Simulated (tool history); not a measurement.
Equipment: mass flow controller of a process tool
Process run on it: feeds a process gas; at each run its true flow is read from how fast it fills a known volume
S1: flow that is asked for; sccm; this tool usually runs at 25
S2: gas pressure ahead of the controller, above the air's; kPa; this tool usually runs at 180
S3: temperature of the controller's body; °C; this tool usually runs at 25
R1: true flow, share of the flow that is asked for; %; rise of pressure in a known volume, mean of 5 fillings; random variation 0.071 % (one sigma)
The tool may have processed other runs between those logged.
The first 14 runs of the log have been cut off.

run	hour	S1	S2	S3	R1
15	5493.0	25	180	39	98.97
16	5950.6	25	145	25	98.29
17	6436.6	25	219	36	98.53
18	6762.9	9	168	32	98.15
19	7010.0	9	168	32	98.15
20	7340.7	39	169	24	98.26
21	7602.1	39	169	24	98.18
# hour 7675.7: gauge calibrated
22	8150.4	39	169	24	99.63
23	8716.2	39	169	24	99.56
24	9054.9	39	169	24	99.41
25	9436.2	22	180	40	99.71
26	9698.9	5	219	30	99.19
27	10248.5	18	167	31	99.03
28	10606.3	23	167	31	99.15
29	10982.2	25	204	26	99.09
30	11317.7	7	201	26	98.67
31	11693.5	25	180	22	98.70

Below are 5 alternative next runs, each starting from the tool's condition after run 31. Predict each:
A	12028.2	9	145	27	?
B	12028.2	14	180	39	?
C	12028.2	31	258	36	?
D	12028.2	9	180	22	?
E	12028.2	25	158	22	?

run	R1
A	98.63
B	99.12
C	99.11
D	98.41
E	98.62
Without the tool's hidden state the same runs would have given:
run	R1
A	99.56
B	100.07
C	100.07
D	99.34
E	99.57
